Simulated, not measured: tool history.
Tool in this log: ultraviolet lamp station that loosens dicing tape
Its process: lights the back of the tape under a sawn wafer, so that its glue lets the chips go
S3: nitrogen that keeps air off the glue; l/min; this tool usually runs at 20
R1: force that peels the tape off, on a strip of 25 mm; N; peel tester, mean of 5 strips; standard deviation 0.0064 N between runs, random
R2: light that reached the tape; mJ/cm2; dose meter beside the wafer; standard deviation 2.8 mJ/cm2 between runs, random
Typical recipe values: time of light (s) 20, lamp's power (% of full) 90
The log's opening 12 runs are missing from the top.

-- day=30.017 lamp changed
run 13 day=31.679 | time_of_light_(s)=20 lamp's_power_(%_of_full)=73 S3=20 | R1=0.658 R2=198
-- day=32.896 window cleaned of glue's vapour, once more
run 14 day=33.600 | time_of_light_(s)=20 lamp's_power_(%_of_full)=74 S3=20 | R1=0.324 R2=305
run 15 day=35.858 | time_of_light_(s)=20 lamp's_power_(%_of_full)=90 S3=20 | R1=0.221 R2=360
run 16 day=37.758 | time_of_light_(s)=20 lamp's_power_(%_of_full)=90 S3=20 | R1=0.228 R2=347
run 17 day=40.342 | time_of_light_(s)=17 lamp's_power_(%_of_full)=85 S3=20 | R1=0.397 R2=276
run 18 day=42.750 | time_of_light_(s)=15 lamp's_power_(%_of_full)=71 S3=8 | R1=0.971 R2=197
run 19 day=45.162 | time_of_light_(s)=26 lamp's_power_(%_of_full)=71 S3=18 | R1=0.275 R2=326
run 20 day=47.596 | time_of_light_(s)=26 lamp's_power_(%_of_full)=64 S3=37 | R1=0.241 R2=288
run 21 day=49.992 | time_of_light_(s)=26 lamp's_power_(%_of_full)=64 S3=37 | R1=0.258 R2=282
run 22 day=53.429 | time_of_light_(s)=20 lamp's_power_(%_of_full)=62 S3=20 | R1=0.654 R2=203
run 23 day=55.658 | time_of_light_(s)=20 lamp's_power_(%_of_full)=62 S3=20 | R1=0.676 R2=195
run 24 day=57.992 | time_of_light_(s)=20 lamp's_power_(%_of_full)=62 S3=25 | R1=0.631 R2=187
run 25 day=60.088 | time_of_light_(s)=40 lamp's_power_(%_of_full)=73 S3=20 | R1=0.152 R2=431
run 26 day=63.425 | time_of_light_(s)=32 lamp's_power_(%_of_full)=75 S3=20 | R1=0.242 R2=340
-- day=65.988 window cleaned of glue's vapour
run 27 day=67.358 | time_of_light_(s)=32 lamp's_power_(%_of_full)=75 S3=20 | R1=0.179 R2=387
run 28 day=69.512 | time_of_light_(s)=37 lamp's_power_(%_of_full)=90 S3=20 | R1=0.106 R2=527
run 29 day=72.612 | time_of_light_(s)=37 lamp's_power_(%_of_full)=72 S3=39 | R1=0.110 R2=404
run 30 day=74.850 | time_of_light_(s)=11 lamp's_power_(%_of_full)=78 S3=36 | R1=0.975 R2=127
run 31 day=78.271 | time_of_light_(s)=38 lamp's_power_(%_of_full)=91 S3=17 | R1=0.132 R2=486

3 options for the next run, each taken on its own from the tool as it stands now. Forecast them:
run A day=81.188 | time_of_light_(s)=37 lamp's_power_(%_of_full)=99 S3=17 | R1=? R2=?
run B day=81.188 | time_of_light_(s)=20 lamp's_power_(%_of_full)=91 S3=12 | R1=? R2=?
run C day=81.188 | time_of_light_(s)=23 lamp's_power_(%_of_full)=81 S3=20 | R1=? R2=?

run=A R1=0.123 R2=490
run=B R1=0.632 R2=245
run=C R1=0.447 R2=250
With no hidden state in the tool, these same runs would have given:
run=A R1=0.063 R2=767
run=B R1=0.287 R2=384
run=C R1=0.179 R2=392
